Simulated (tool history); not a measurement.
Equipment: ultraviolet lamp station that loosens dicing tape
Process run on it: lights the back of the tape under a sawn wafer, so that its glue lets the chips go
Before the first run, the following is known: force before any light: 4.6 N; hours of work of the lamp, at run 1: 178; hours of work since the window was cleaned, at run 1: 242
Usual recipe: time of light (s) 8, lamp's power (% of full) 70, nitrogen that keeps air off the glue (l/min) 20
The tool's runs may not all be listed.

| run | hour | time of light (s) | lamp's power (% of full) | nitrogen that keeps air off the glue (l/min) | hours of work of the lamp | hours of work since the window was cleaned | force that peels the tape off (N) | light that reached the tape (mJ/cm2) |
|---|---|---|---|---|---|---|---|---|
| 1 | 0 | 8 | 70 | 20 | 178 | 242 | 0.512 | 164 |
| 2 | 39.4 | 8 | 70 | 20 | 197 | 262 | 0.515 | 160 |
| 3 | 79.9 | 8 | 70 | 20 | 218 | 282 | 0.544 | 162 |
| 4 | 126.6 | 8 | 69 | 20 | 241 | 306 | 0.557 | 154 |
| 5 | 164 | 5 | 69 | 20 | 260 | 325 | 1.048 | 98 |
| 6 | 187.6 | 5 | 69 | 20 | 272 | 336 | 1.162 | 94 |
| 7 | 233.9 | 9 | 70 | 20 | 295 | 360 | 0.494 | 176 |
| 8 | 280 | 9 | 70 | 20 | 318 | 383 | 0.473 | 174 |
| 9 | 321.5 | 9 | 70 | 20 | 339 | 404 | 0.476 | 172 |
| 10 | 365.7 | 9 | 70 | 20 | 361 | 426 | 0.48 | 168 |
| 11 | 412.3 | 5 | 93 | 9 | 385 | 449 | 1.132 | 124 |
| 12 | 438.3 | 11 | 90 | 20 | 398 | 462 | 0.289 | 263 |
| 13 | 469.3 | 11 | 90 | 20 | 413 | 478 | 0.282 | 261 |
| 14 | 491.7 | 5 | 99 | 12 | 424 | 489 | 0.965 | 131 |
|  | 505 | window cleaned of glue's vapour |
| 15 | 531.7 | 5 | 99 | 12 | 444 | 13 | 0.826 | 143 |
| 16 | 564.4 | 8 | 68 | 20 | 461 | 30 | 0.56 | 156 |
| 17 | 611.2 | 6 | 90 | 17 | 484 | 53 | 0.609 | 154 |
| 18 | 636.3 | 7 | 77 | 11 | 497 | 66 | 0.762 | 151 |
| 19 | 669.1 | 7 | 93 | 37 | 513 | 82 | 0.354 | 178 |

Predict each of these 5 candidate next runs independently; none follows another, all start after run 19:
| A | 709.8 | 8 | 70 | 19 | 534 | 103 | ? | ? |
| B | 709.8 | 8 | 70 | 20 | 534 | 103 | ? | ? |
| C | 709.8 | 5 | 68 | 8 | 534 | 103 | ? | ? |
| D | 709.8 | 7 | 93 | 29 | 534 | 103 | ? | ? |
| E | 709.8 | 7 | 93 | 37 | 534 | 103 | ? | ? |

| run | force that peels the tape off (N) | light that reached the tape (mJ/cm2) |
|---|---|---|
| A | 0.589 | 156 |
| B | 0.545 | 153 |
| C | 1.62 | 92 |
| D | 0.392 | 180 |
| E | 0.364 | 181 |
Stripped of hidden state, with their random variation kept, the same runs would have yielded:
| run | force that peels the tape off (N) | light that reached the tape (mJ/cm2) |
|---|---|---|
| A | 0.461 | 183 |
| B | 0.426 | 180 |
| C | 1.361 | 108 |
| D | 0.319 | 211 |
| E | 0.3 | 213 |

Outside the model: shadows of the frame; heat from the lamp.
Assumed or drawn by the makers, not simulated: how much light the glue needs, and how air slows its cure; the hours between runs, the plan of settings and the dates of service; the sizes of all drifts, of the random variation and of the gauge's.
